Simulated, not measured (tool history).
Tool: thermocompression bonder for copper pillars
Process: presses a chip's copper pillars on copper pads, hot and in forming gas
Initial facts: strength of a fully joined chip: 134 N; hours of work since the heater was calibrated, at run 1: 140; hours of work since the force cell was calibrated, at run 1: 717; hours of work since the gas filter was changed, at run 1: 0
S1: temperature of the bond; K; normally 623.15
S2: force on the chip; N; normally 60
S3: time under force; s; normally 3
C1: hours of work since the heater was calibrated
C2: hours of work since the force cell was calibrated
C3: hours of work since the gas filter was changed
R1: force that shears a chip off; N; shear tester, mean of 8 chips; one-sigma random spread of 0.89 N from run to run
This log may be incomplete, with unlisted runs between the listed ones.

run,hour,S1,S2,S3,C1,C2,C3,R1
1,0.0,623.15,60,3,140,717,0,85.2
2,6.3,623.15,60,7,145,722,5,104.5
3,19.2,623.15,60,7,154,731,14,105.2
4,25.3,623.15,60,3,159,736,19,86.3
5,33.7,623.15,60,3,165,742,25,84.6
6,47.2,606.15,60,3,176,752,36,72.9
7,57.2,623.15,78,3,183,760,43,97.1
8,67.4,623.15,78,3,191,768,51,96.8
9,76.4,623.15,78,3,198,774,58,97.8
10,85.0,623.15,78,3,204,781,64,97.8
11,98.0,623.15,78,3,214,791,74,95.4
12,111.2,623.15,60,3,224,801,84,83.1
13,123.4,623.15,60,3,233,810,93,82.2
14,136.7,623.15,60,5,243,820,103,93.2
15,150.5,631.15,60,3,253,830,113,88.3
# hour 159.7: forming gas filter changed
16,161.4,635.15,60,3,261,838,1,90.9
17,171.7,635.15,60,3,269,846,9,92.5
18,185.3,635.15,60,3,279,856,19,91.6
19,194.2,635.15,60,3,286,863,26,91.1
20,203.7,635.15,60,3,293,870,33,92.8
21,217.5,653.15,81,4,304,880,44,119.4
22,229.8,596.15,53,4,313,890,53,66.2
23,240.6,642.15,53,4,321,898,61,95.8
24,247.0,642.15,53,4,326,903,66,95.2
25,255.0,642.15,53,4,332,909,72,93.8
26,263.4,623.15,60,5,338,915,78,93.9
27,271.5,623.15,60,5,344,921,84,93.6
28,281.4,623.15,60,5,352,929,92,93.9
29,290.9,623.15,60,5,359,936,99,95.5
30,305.0,623.15,60,5,370,946,110,94.2
31,316.9,623.15,60,5,379,955,118,94.5
# hour 318.3: forming gas filter changed
32,325.5,653.15,41,2,385,962,5,71.6
33,335.7,608.15,66,2,392,969,13,69.2
# hour 342.0: force cell calibrated
34,350.3,608.15,66,2,402,6,23,72.0
35,358.3,608.15,66,2,408,12,29,71.6
36,365.4,608.15,40,3,414,18,34,53.0
37,379.5,638.15,57,4,424,28,45,98.5
38,389.2,638.15,57,4,432,36,52,98.5
39,403.3,627.15,37,4,442,46,63,67.6

What will run 40 give?
40,418.4,635.15,69,4,454,58,74,?

R1: 104.9 N
With the hidden condition absent and the run-to-run variation left alone, this run would have shown R1 108.0 N.
